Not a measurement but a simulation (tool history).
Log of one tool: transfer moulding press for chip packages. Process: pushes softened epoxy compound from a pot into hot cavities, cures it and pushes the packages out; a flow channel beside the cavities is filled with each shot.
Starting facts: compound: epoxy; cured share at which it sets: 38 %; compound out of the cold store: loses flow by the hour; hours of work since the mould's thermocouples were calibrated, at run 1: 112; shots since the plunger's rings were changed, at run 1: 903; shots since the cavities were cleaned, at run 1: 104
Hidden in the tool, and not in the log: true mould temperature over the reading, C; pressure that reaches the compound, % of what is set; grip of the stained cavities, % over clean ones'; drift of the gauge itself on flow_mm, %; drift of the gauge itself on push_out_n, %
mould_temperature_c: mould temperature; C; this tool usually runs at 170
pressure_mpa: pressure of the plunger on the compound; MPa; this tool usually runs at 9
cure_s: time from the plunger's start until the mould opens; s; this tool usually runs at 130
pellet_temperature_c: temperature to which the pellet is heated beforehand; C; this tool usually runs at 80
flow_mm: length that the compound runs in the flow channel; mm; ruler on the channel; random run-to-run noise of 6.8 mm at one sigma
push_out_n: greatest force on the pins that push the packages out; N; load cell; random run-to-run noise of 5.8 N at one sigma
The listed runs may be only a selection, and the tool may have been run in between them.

run,hour,mould_temperature_c,pressure_mpa,cure_s,pellet_temperature_c,hours of work since the mould's thermocouples were calibrated,shots since the plunger's rings were changed,shots since the cavities were cleaned,incoming compound's hours out of the cold store,flow_mm,push_out_n
1,0,170,9,130,80,112,903,104,44.9,679,219
2,4.5,170,8.93,130,80,114,933,134,23.3,717,235
3,10.8,165,9,130,80,117,974,175,26.8,729,325
4,16.8,165,9,130,80,120,1014,215,10.2,769,339
5,24.2,165,9,130,80,123,1063,264,23.6,744,357
6,32.4,170,9,116,80,127,1117,318,8.7,734,331
7,41,170,9,116,80,132,1174,375,17.8,741,350
8,48.1,170,9,130,80,135,1221,422,46.7,679,276
# hour 51: cavities cleaned with cleaning compound and waxed
9,59.3,170,9,130,80,140,1285,55,12.2,731,212
10,67.3,170,9,130,80,144,1338,108,45.6,686,229
11,72.1,170,9,130,80,146,1370,140,17,724,234
12,78.7,170,9,130,80,149,1414,184,37.6,689,247
13,86.4,170,9,130,80,153,1465,235,42.9,698,244
14,96.3,170,9,130,80,158,1530,300,34.6,688,258
# hour 98.8: mould's thermocouples calibrated
15,106.4,170,9,130,80,4,1584,354,23.3,722,262
16,113.6,176,9,153,80,7,1631,401,22.6,703,232
# hour 120.1: cavities cleaned with cleaning compound and waxed
17,123,170,7.59,132,80,11,1684,20,9.8,680,203
18,132.2,168,8.06,161,79,15,1744,80,8.8,700,188
19,141.3,170,9,114,80,20,1805,141,34.3,711,283
20,150,170,9,114,80,24,1862,198,16.8,726,302
# hour 156.2: mould's thermocouples calibrated, once more
21,160.8,170,9,114,80,2,1920,256,33.5,702,314
22,165.5,167,9,130,71,5,1952,288,32.6,707,317
23,172.5,173,10.98,127,80,8,1998,334,20.6,779,256
24,181,169,9.07,159,80,12,2054,390,25.7,710,237
# hour 189.1: cavities cleaned with cleaning compound and waxed
25,189.3,170,9,130,89,15,2099,1,9.5,731,219
26,194.9,172,9,130,76,18,2136,38,15.7,720,205
27,199.1,170,9,130,80,20,2164,66,9.6,733,216
28,204,177,7.18,136,72,22,2197,99,33.3,597,178

Below are 5 alternative next runs, each starting from the tool's condition after run 28. Predict each:
A,208.4,170,9.78,133,87,25,2226,128,46.2,?,?
B,208.4,163,9.55,130,78,25,2226,128,42.3,?,?
C,208.4,177,7.18,116,72,25,2226,128,22.1,?,?
D,208.4,174,9.68,140,80,25,2226,128,16.6,?,?
E,208.4,177,7.18,145,72,25,2226,128,26.1,?,?

run,flow_mm,push_out_n
A,686,231
B,724,367
C,619,204
D,728,198
E,622,180
Without the tool's hidden state the same runs would have given:
run,flow_mm,push_out_n
A,711,201
B,750,321
C,641,176
D,754,171
E,644,155
